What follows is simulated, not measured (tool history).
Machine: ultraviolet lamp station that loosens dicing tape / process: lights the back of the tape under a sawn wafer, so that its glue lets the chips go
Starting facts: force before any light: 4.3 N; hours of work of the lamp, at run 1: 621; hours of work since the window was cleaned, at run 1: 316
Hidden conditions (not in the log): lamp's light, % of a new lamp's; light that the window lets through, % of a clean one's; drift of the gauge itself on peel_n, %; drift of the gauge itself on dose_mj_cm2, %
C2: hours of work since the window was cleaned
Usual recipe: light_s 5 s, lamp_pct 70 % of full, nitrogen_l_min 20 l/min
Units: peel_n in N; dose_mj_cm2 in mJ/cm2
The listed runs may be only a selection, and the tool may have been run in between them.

{"run": 1, "hour": 0.0, "light_s": 5, "lamp_pct": 70, "nitrogen_l_min": 20, "hours of work of the lamp": 621, "C2": 316, "peel_n": 0.819, "dose_mj_cm2": 147}
{"run": 2, "hour": 57.2, "light_s": 4, "lamp_pct": 70, "nitrogen_l_min": 20, "hours of work of the lamp": 649, "C2": 344, "peel_n": 1.165, "dose_mj_cm2": 113}
{"run": 3, "hour": 112.1, "light_s": 5, "lamp_pct": 90, "nitrogen_l_min": 20, "hours of work of the lamp": 676, "C2": 371, "peel_n": 0.572, "dose_mj_cm2": 179}
{"run": 4, "hour": 181.3, "light_s": 5, "lamp_pct": 90, "nitrogen_l_min": 20, "hours of work of the lamp": 710, "C2": 405, "peel_n": 0.566, "dose_mj_cm2": 175}
{"run": 5, "hour": 248.4, "light_s": 5, "lamp_pct": 70, "nitrogen_l_min": 20, "hours of work of the lamp": 743, "C2": 438, "peel_n": 0.91, "dose_mj_cm2": 138}
{"run": 6, "hour": 320.0, "light_s": 5, "lamp_pct": 71, "nitrogen_l_min": 20, "hours of work of the lamp": 779, "C2": 474, "peel_n": 0.914, "dose_mj_cm2": 138}
{"run": 7, "hour": 390.4, "light_s": 5, "lamp_pct": 71, "nitrogen_l_min": 20, "hours of work of the lamp": 813, "C2": 508, "peel_n": 0.917, "dose_mj_cm2": 130}
{"run": 8, "hour": 440.2, "light_s": 5, "lamp_pct": 70, "nitrogen_l_min": 20, "hours of work of the lamp": 838, "C2": 533, "peel_n": 0.952, "dose_mj_cm2": 130}
{"run": 9, "hour": 515.7, "light_s": 4, "lamp_pct": 70, "nitrogen_l_min": 20, "hours of work of the lamp": 875, "C2": 570, "peel_n": 1.333, "dose_mj_cm2": 99}
{"run": 10, "hour": 559.3, "light_s": 4, "lamp_pct": 70, "nitrogen_l_min": 20, "hours of work of the lamp": 897, "C2": 592, "peel_n": 1.297, "dose_mj_cm2": 98}
{"run": 11, "hour": 618.3, "light_s": 4, "lamp_pct": 61, "nitrogen_l_min": 15, "hours of work of the lamp": 926, "C2": 621, "peel_n": 1.722, "dose_mj_cm2": 84}
{"run": 12, "hour": 704.0, "light_s": 5, "lamp_pct": 70, "nitrogen_l_min": 15, "hours of work of the lamp": 968, "C2": 663, "peel_n": 1.252, "dose_mj_cm2": 118}
{"hour": 736.4, "done": "window cleaned of glue's vapour"}
{"run": 13, "hour": 761.0, "light_s": 5, "lamp_pct": 70, "nitrogen_l_min": 15, "hours of work of the lamp": 996, "C2": 12, "peel_n": 0.929, "dose_mj_cm2": 147}
{"run": 14, "hour": 840.0, "light_s": 5, "lamp_pct": 70, "nitrogen_l_min": 15, "hours of work of the lamp": 1035, "C2": 51, "peel_n": 1.001, "dose_mj_cm2": 142}
{"run": 15, "hour": 895.0, "light_s": 5, "lamp_pct": 80, "nitrogen_l_min": 10, "hours of work of the lamp": 1062, "C2": 78, "peel_n": 1.052, "dose_mj_cm2": 162}

4 options for the next run, each taken on its own from the tool as it stands now. Forecast them:
{"run": "A", "hour": 939.3, "light_s": 6, "lamp_pct": 70, "nitrogen_l_min": 8, "hours of work of the lamp": 1084, "C2": 100, "peel_n": "?", "dose_mj_cm2": "?"}
{"run": "B", "hour": 939.3, "light_s": 9, "lamp_pct": 65, "nitrogen_l_min": 6, "hours of work of the lamp": 1084, "C2": 100, "peel_n": "?", "dose_mj_cm2": "?"}
{"run": "C", "hour": 939.3, "light_s": 5, "lamp_pct": 80, "nitrogen_l_min": 30, "hours of work of the lamp": 1084, "C2": 100, "peel_n": "?", "dose_mj_cm2": "?"}
{"run": "D", "hour": 939.3, "light_s": 10, "lamp_pct": 90, "nitrogen_l_min": 32, "hours of work of the lamp": 1084, "C2": 100, "peel_n": "?", "dose_mj_cm2": "?"}

run=A peel_n=1.113 dose_mj_cm2=170
run=B peel_n=0.834 dose_mj_cm2=232
run=C peel_n=0.559 dose_mj_cm2=157
run=D peel_n=0.157 dose_mj_cm2=357
The same runs, with their run-to-run variation unchanged, on a tool lacking any hidden condition would have given:
run=A peel_n=0.748 dose_mj_cm2=225
run=B peel_n=0.525 dose_mj_cm2=308
run=C peel_n=0.341 dose_mj_cm2=208
run=D peel_n=0.14 dose_mj_cm2=472
